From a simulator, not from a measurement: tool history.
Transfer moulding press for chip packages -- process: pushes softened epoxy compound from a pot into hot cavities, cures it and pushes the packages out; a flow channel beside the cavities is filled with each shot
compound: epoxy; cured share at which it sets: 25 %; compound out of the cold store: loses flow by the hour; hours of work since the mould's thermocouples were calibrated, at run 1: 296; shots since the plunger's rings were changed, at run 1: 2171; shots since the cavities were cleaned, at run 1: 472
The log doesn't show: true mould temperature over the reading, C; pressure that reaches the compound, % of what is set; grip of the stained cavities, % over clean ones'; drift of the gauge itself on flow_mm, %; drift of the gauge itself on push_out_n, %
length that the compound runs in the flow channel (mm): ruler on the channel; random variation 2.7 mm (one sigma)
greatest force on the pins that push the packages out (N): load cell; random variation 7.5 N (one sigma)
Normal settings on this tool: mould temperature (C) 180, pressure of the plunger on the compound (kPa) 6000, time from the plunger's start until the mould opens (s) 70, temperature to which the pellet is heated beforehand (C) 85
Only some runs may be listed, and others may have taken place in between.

run    hour  mould temperature (C)  pressure of the plunger on the compound (kPa)  time from the plunger's start until the mould opens (s)  temperature to which the pellet is heated beforehand (C)  hours of work since the mould's thermocouples were calibrated  shots since the plunger's rings were changed  shots since the cavities were cleaned  incoming compound's hours out of the cold store  length that the compound runs in the flow channel (mm)  greatest force on the pins that push the packages out (N)
  1       0                    180                                           6000                                                       70                                                        85                                                            296                                          2171                                    472                                             25.4                                                     547                                                        336
       14.9  -- cavities cleaned with cleaning compound and waxed
       72.6  -- cavities cleaned with cleaning compound and waxed
  2    72.6                    180                                           6000                                                       70                                                        85                                                            327                                          3017                                      0                                             33.8                                                     522                                                        317
      127.4  -- cavities cleaned with cleaning compound and waxed
  3   131.1                    180                                           6000                                                       70                                                        85                                                            353                                          3710                                     45                                             22.6                                                     559                                                        330
      184.8  -- cavities cleaned with cleaning compound and waxed
  4   186.7                    180                                           6000                                                       70                                                        85                                                            378                                          4367                                     23                                             43.6                                                     488                                                        313
      241.7  -- cavities cleaned with cleaning compound and waxed
  5     270                    180                                           6000                                                       70                                                        85                                                            415                                          5361                                    344                                             16.9                                                     571                                                        353
      298.2  -- plunger's sealing rings changed
      299.7  -- cavities cleaned with cleaning compound and waxed
  6   327.6                    180                                           6000                                                       70                                                        85                                                            440                                           339                                    339                                             38.5                                                     506                                                        333
      354.1  -- cavities cleaned with cleaning compound and waxed
  7   396.6                    180                                           4940                                                       70                                                        85                                                            471                                          1159                                    517                                             16.1                                                     525                                                        353
      410.1  -- cavities cleaned with cleaning compound and waxed
      462.7  -- cavities cleaned with cleaning compound and waxed
  8   467.2                    180                                           4940                                                       70                                                        85                                                            501                                          1980                                     55                                             40.1                                                     455                                                        313
  9   504.5                    187                                           4940                                                       70                                                        85                                                            518                                          2434                                    509                                             26.2                                                     489                                                        231
      517.4  -- cavities cleaned with cleaning compound and waxed
      575.1  -- cavities cleaned with cleaning compound and waxed
 10   578.3                    187                                           4940                                                       70                                                        85                                                            551                                          3294                                     39                                             24.6                                                     490                                                        213
      625.8  -- mould's thermocouples calibrated
      634.4  -- cavities cleaned with cleaning compound and waxed
 11   644.2                    180                                           6000                                                       70                                                        85                                                              8                                          4052                                    119                                             22.3                                                     557                                                        334
      693.4  -- cavities cleaned with cleaning compound and waxed
 12   730.8                    180                                           6000                                                       70                                                        85                                                             46                                          5086                                    454                                               12                                                     597                                                        342
      746.6  -- cavities cleaned with cleaning compound and waxed
      784.8  -- plunger's sealing rings changed
 13   784.8                    180                                           5230                                                       70                                                        85                                                             69                                             0                                    434                                             10.4                                                     568                                                        341
      805.9  -- cavities cleaned with cleaning compound and waxed
      862.7  -- cavities cleaned with cleaning compound and waxed
 14   868.5                    180                                           5230                                                       70                                                        85                                                            106                                           980                                     69                                             46.9                                                     450                                                        304
 15   907.3                    185                                           6320                                                       62                                                        85                                                            124                                          1452                                    541                                             44.5                                                     491                                                        321
      921.8  -- cavities cleaned with cleaning compound and waxed
      978.8  -- cavities cleaned with cleaning compound and waxed
 16  1001.5                    187                                           6320                                                       62                                                        85                                                            165                                          2560                                    275                                              9.8                                                     611                                                        315
     1032.4  -- cavities cleaned with cleaning compound and waxed
 17  1053.9                    180                                           6000                                                       89                                                        94                                                            189                                          3180                                    262                                             20.9                                                     560                                                        195
     1089.5  -- cavities cleaned with cleaning compound and waxed
 18  1095.9                    180                                           4580                                                       53                                                        91                                                            207                                          3672                                     78                                             11.3                                                     522                                                        678
     1145.3  -- cavities cleaned with cleaning compound and waxed
 19  1180.4                    180                                           4580                                                       53                                                        91                                                            245                                          4679                                    425                                             42.2                                                     425                                                        602
     1199.6  -- cavities cleaned with cleaning compound and waxed
 20    1246                    180                                           5520                                                       77                                                        85                                                            274                                          5460                                    565                                             21.4                                                     537                                                        257
       1252  -- cavities cleaned with cleaning compound and waxed
     1268.5  -- plunger's sealing rings changed
     1309.7  -- cavities cleaned with cleaning compound and waxed
 21  1325.7                    180                                           5520                                                       77                                                        85                                                            308                                           678                                    195                                             39.3                                                     480                                                        256
     1362.3  -- cavities cleaned with cleaning compound and waxed
 22  1412.9                    180                                           5520                                                       77                                                        85                                                            347                                          1719                                    615                                             13.5                                                     564                                                        271
     1419.5  -- cavities cleaned with cleaning compound and waxed
 23  1452.8                    180                                           5520                                                       77                                                        85                                                            364                                          2185                                    404                                             15.3                                                     566                                                        271
     1472.7  -- cavities cleaned with cleaning compound and waxed
 24  1495.2                    180                                           5780                                                       70                                                        77                                                            383                                          2682                                    273                                             39.8                                                     493                                                        338
     1529.9  -- cavities cleaned with cleaning compound and waxed
 25  1570.1                    180                                           7370                                                       55                                                        85                                                            416                                          3575                                    489                                             38.9                                                     556                                                        613
     1584.1  -- cavities cleaned with cleaning compound and waxed
     1638.8  -- cavities cleaned with cleaning compound and waxed
 26  1646.6                    182                                           4990                                                       55                                                        84                                                            450                                          4468                                     95                                                9                                                     552                                                        622
 27  1688.6                    182                                           5630                                                       55                                                        84                                                            469                                          4978                                    605                                             25.2                                                     525                                                        564

What if the next run were any one of these 3? Each begins from the tool's condition after run 27:
     1698.1  -- cavities cleaned with cleaning compound and waxed
  A  1737.5                    182                                           5630                                                       79                                                        84                                                            491                                          5554                                    478                                             30.9                                                       ?                                                          ?
     1698.1  -- cavities cleaned with cleaning compound and waxed
  B  1737.5                    176                                           7320                                                       70                                                        78                                                            491                                          5554                                    478                                             45.9                                                       ?                                                          ?
     1698.1  -- cavities cleaned with cleaning compound and waxed
  C  1737.5                    178                                           5590                                                       70                                                        86                                                            491                                          5554                                    478                                             23.5                                                       ?                                                          ?

run  length that the compound runs in the flow channel (mm)  greatest force on the pins that push the packages out (N)
  A                                                     515                                                        219
  B                                                     542                                                        423
  C                                                     534                                                        380
Without the tool's unlogged condition, the same runs would have read:
run  length that the compound runs in the flow channel (mm)  greatest force on the pins that push the packages out (N)
  A                                                     515                                                        216
  B                                                     543                                                        418
  C                                                     535                                                        375

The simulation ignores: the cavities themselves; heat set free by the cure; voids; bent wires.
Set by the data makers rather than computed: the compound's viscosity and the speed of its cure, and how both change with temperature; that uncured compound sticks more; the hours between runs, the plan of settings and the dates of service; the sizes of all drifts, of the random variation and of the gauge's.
